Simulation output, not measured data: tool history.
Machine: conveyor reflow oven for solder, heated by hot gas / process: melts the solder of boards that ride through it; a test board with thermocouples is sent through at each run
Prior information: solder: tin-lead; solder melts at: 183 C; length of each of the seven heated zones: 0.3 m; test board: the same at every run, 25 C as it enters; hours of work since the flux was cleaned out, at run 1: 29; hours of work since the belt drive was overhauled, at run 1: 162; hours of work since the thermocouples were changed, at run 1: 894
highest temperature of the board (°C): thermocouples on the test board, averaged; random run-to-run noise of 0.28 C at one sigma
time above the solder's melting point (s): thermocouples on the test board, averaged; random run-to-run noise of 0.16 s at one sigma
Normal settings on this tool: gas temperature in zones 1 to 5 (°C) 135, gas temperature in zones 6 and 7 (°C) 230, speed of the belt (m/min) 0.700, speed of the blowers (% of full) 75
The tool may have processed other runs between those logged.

| run | day | gas temperature in zones 1 to 5 (°C) | gas temperature in zones 6 and 7 (°C) | speed of the belt (m/min) | speed of the blowers (% of full) | hours of work since the flux was cleaned out | hours of work since the belt drive was overhauled | hours of work since the thermocouples were changed | highest temperature of the board (°C) | time above the solder's melting point (s) |
|---|---|---|---|---|---|---|---|---|---|---|
| 1 | 0.000 | 135 | 230 | 0.700 | 75 | 29 | 162 | 894 | 218.5 | 38.7 |
| 2 | 0.375 | 135 | 230 | 0.700 | 75 | 35 | 168 | 900 | 218.7 | 38.9 |
| 3 | 0.738 | 135 | 230 | 0.700 | 75 | 41 | 174 | 906 | 218.4 | 39.0 |
| 4 | 1.054 | 135 | 230 | 0.700 | 75 | 46 | 179 | 911 | 218.8 | 38.9 |
| 5 | 1.600 | 135 | 230 | 0.700 | 59 | 54 | 188 | 919 | 212.9 | 35.3 |
| 6 | 2.012 | 135 | 230 | 0.700 | 59 | 61 | 194 | 926 | 213.0 | 35.0 |
| 7 | 2.529 | 135 | 230 | 0.700 | 75 | 69 | 202 | 934 | 218.5 | 38.6 |
| 8 | 2.979 | 135 | 230 | 0.700 | 75 | 76 | 210 | 941 | 218.7 | 38.4 |
| 9 | 3.450 | 135 | 230 | 0.700 | 75 | 84 | 217 | 949 | 218.2 | 38.5 |
| 10 | 3.679 | 135 | 230 | 0.700 | 75 | 87 | 221 | 952 | 218.6 | 38.8 |
| 11 | 3.950 | 135 | 230 | 0.700 | 75 | 92 | 225 | 957 | 218.6 | 38.7 |
| 12 | 4.496 | 135 | 230 | 0.700 | 55 | 100 | 234 | 966 | 211.7 | 33.5 |
| 13 | 4.879 | 135 | 230 | 0.700 | 55 | 106 | 240 | 972 | 211.1 | 33.6 |
| 14 | 5.271 | 135 | 230 | 0.700 | 55 | 113 | 246 | 978 | 210.9 | 33.6 |
| 15 | 5.792 | 140 | 230 | 0.700 | 55 | 121 | 254 | 986 | 212.7 | 35.6 |
| 16 | 6.288 | 135 | 230 | 0.700 | 75 | 129 | 262 | 994 | 218.5 | 38.4 |
| 17 | 6.704 | 135 | 230 | 0.700 | 62 | 136 | 269 | 1001 | 214.0 | 36.1 |
| 18 | 7.171 | 135 | 230 | 0.700 | 62 | 143 | 276 | 1008 | 214.4 | 35.6 |
| 19 | 7.488 | 135 | 230 | 0.700 | 73 | 148 | 281 | 1013 | 218.0 | 38.3 |
| 20 | 7.775 | 122 | 230 | 0.700 | 75 | 153 | 286 | 1018 | 215.8 | 35.1 |
| 21 | 8.054 | 135 | 230 | 0.600 | 75 | 157 | 290 | 1022 | 222.4 | 48.2 |
| 22 | 8.433 | 129 | 239 | 0.833 | 60 | 163 | 296 | 1028 | 212.2 | 27.2 |
| 23 | 8.796 | 129 | 239 | 0.833 | 60 | 169 | 302 | 1034 | 211.8 | 27.1 |
|  | 9.192 | flux residue cleaned out of gas plates and filters |
| 24 | 9.367 | 129 | 239 | 0.833 | 60 | 3 | 308 | 1040 | 212.9 | 28.0 |

Run 25 comes next. What will it give?
| 25 | 9.871 | 129 | 239 | 0.833 | 71 | 11 | 316 | 1048 | ? | ? |

Run 25 produced highest temperature of the board (°C) 218.5, time above the solder's melting point (s) 30.7.
Minus the tool's unlogged condition, the same run would have read highest temperature of the board (°C) 215.4, time above the solder's melting point (s) 29.1.
